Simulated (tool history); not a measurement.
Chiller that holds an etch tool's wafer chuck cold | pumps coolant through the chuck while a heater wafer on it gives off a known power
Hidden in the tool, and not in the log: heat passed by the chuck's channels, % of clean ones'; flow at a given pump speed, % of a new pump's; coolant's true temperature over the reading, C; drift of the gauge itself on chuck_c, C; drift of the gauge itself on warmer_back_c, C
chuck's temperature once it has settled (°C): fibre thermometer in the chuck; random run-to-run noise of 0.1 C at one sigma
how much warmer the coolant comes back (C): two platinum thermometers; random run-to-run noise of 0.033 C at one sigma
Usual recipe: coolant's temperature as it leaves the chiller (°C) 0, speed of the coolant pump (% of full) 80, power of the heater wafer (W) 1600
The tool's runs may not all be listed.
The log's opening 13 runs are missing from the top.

run    hour  coolant's temperature as it leaves the chiller (°C)  speed of the coolant pump (% of full)  power of the heater wafer (W)  hours since the coolant was changed and the channels were flushed  hours since the pump was overhauled  hours since the chiller's thermometer was calibrated  chuck's temperature once it has settled (°C)  how much warmer the coolant comes back (C)
     1892.6  -- gauge calibrated
 14  1903.1                                                    0                                     80                           1600                                                               2581                                 1152                                                  1291                                            12                                         4.5
 15  2075.2                                                    0                                     80                           1200                                                               2753                                 1325                                                  1463                                           8.9                                        3.33
 16  2248.5                                                    0                                     80                           1200                                                               2926                                 1498                                                  1636                                             9                                        3.34
 17    2378                                                    0                                     80                           1200                                                               3056                                 1627                                                  1765                                           8.9                                        3.41
 18  2491.9                                                   -2                                     80                           1600                                                               3170                                 1741                                                  1879                                            10                                         4.5
 19  2606.6                                                   -8                                     99                            871                                                               3284                                 1856                                                  1994                                          -2.5                                        2.03
 20  2740.6                                                   -4                                     99                           1413                                                               3418                                 1990                                                  2128                                           4.8                                        3.26
 21  2924.5                                                   -4                                     99                           1413                                                               3602                                 2174                                                  2312                                           4.9                                        3.26
 22  3010.8                                                   -9                                     99                           1214                                                               3689                                 2260                                                  2398                                          -1.2                                        2.75
 23  3131.3                                                    9                                     74                           1600                                                               3809                                 2381                                                  2519                                          21.7                                        5.02
 24  3211.1                                                   -2                                     65                            879                                                               3889                                 2460                                                  2599                                           5.9                                        3.23
 25  3385.2                                                   -2                                     65                            879                                                               4063                                 2635                                                  2773                                           5.9                                        3.21
 26  3533.5                                                   -2                                     65                            879                                                               4211                                 2783                                                  2921                                           5.9                                        3.29
 27  3632.7                                                   -2                                     65                            879                                                               4310                                 2882                                                  3020                                             6                                        3.25
     3815.5  -- chiller's thermometer calibrated
 28  3817.5                                                   -2                                     80                           1996                                                               4494                                 3066                                                     2                                          13.3                                        5.79
 29  3918.1                                                   -2                                     80                           1996                                                               4595                                 3166                                                   103                                            13                                        5.83
 30  4076.1                                                   -2                                     80                           1286                                                               4753                                 3324                                                   261                                           7.6                                        3.81
 31  4184.1                                                   -2                                     80                           1286                                                               4861                                 3432                                                   369                                           7.8                                        3.77
 32  4274.4                                                    7                                     96                           1956                                                               4951                                 3523                                                   459                                          19.8                                        4.75
 33  4398.1                                                    9                                     66                           1600                                                               5075                                 3646                                                   583                                          23.3                                        5.77

Predict each of these 3 candidate next runs independently; none follows another, all start after run 33:
  A  4522                                                    5                                     69                           1600                                                               5199                                 3770                                                   706                                             ?                                           ?
  B  4522                                                    3                                     66                           1600                                                               5199                                 3770                                                   706                                             ?                                           ?
  C  4522                                                   -6                                     61                           1933                                                               5199                                 3770                                                   706                                             ?                                           ?

run  chuck's temperature once it has settled (°C)  how much warmer the coolant comes back (C)
  A                                          18.7                                        5.48
  B                                          17.1                                        5.81
  C                                          12.6                                        7.53
Stripped of hidden state, with their random variation kept, the same runs would have yielded:
run  chuck's temperature once it has settled (°C)  how much warmer the coolant comes back (C)
  A                                          18.7                                        5.16
  B                                          17.1                                        5.49
  C                                          12.5                                         7.2
